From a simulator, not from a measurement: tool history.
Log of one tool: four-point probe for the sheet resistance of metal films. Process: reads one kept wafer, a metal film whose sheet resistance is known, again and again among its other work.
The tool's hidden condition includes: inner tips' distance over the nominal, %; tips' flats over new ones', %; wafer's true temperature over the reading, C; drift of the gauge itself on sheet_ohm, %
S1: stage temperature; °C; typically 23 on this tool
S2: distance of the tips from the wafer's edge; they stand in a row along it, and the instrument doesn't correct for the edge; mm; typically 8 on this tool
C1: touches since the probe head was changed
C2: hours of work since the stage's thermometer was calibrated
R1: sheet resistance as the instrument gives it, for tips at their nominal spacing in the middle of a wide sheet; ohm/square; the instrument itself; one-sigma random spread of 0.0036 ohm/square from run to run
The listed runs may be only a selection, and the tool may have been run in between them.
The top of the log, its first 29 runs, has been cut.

run 30 hour=593.1 | S1=29 S2=28 | C1=40673 C2=958 | R1=17.872235
run 31 hour=613.3 | S1=28 S2=5 | C1=41240 C2=969 | R1=17.970903
run 32 hour=627.6 | S1=28 S2=5 | C1=41644 C2=977 | R1=17.975568
run 33 hour=653.7 | S1=26 S2=6 | C1=42378 C2=992 | R1=17.955878
run 34 hour=681.9 | S1=19 S2=4 | C1=43171 C2=1008 | R1=18.069917
run 35 hour=706.9 | S1=22 S2=28 | C1=43873 C2=1022 | R1=17.907322
run 36 hour=722.2 | S1=22 S2=28 | C1=44304 C2=1031 | R1=17.905082
run 37 hour=736.3 | S1=22 S2=28 | C1=44701 C2=1039 | R1=17.909367
run 38 hour=764.9 | S1=30 S2=4 | C1=45506 C2=1055 | R1=18.01453
run 39 hour=777.4 | S1=21 S2=5 | C1=45856 C2=1063 | R1=18.006419
run 40 hour=805.8 | S1=21 S2=5 | C1=46655 C2=1079 | R1=18.006675
run 41 hour=818.2 | S1=20 S2=9 | C1=47005 C2=1086 | R1=17.945645
run 42 hour=840.9 | S1=27 S2=66 | C1=47642 C2=1099 | R1=17.881514
run 43 hour=863.4 | S1=32 S2=52 | C1=48276 C2=1112 | R1=17.854348
run 44 hour=878.1 | S1=31 S2=8 | C1=48690 C2=1120 | R1=17.904738
run 45 hour=896.3 | S1=22 S2=11 | C1=49201 C2=1130 | R1=17.923036

3 options for the next run, each taken on its own from the tool as it stands now. Forecast them:
run A hour=922.3 | S1=26 S2=26 | C1=49934 C2=1145 | R1=?
run B hour=922.3 | S1=23 S2=31 | C1=49934 C2=1145 | R1=?
run C hour=922.3 | S1=23 S2=69 | C1=49934 C2=1145 | R1=?

run=A R1=17.893591
run=B R1=17.894845
run=C R1=17.899857
With the hidden condition removed and each run's random variation left untouched, the same runs would have given:
run=A R1=17.891826
run=B R1=17.893078
run=C R1=17.898089
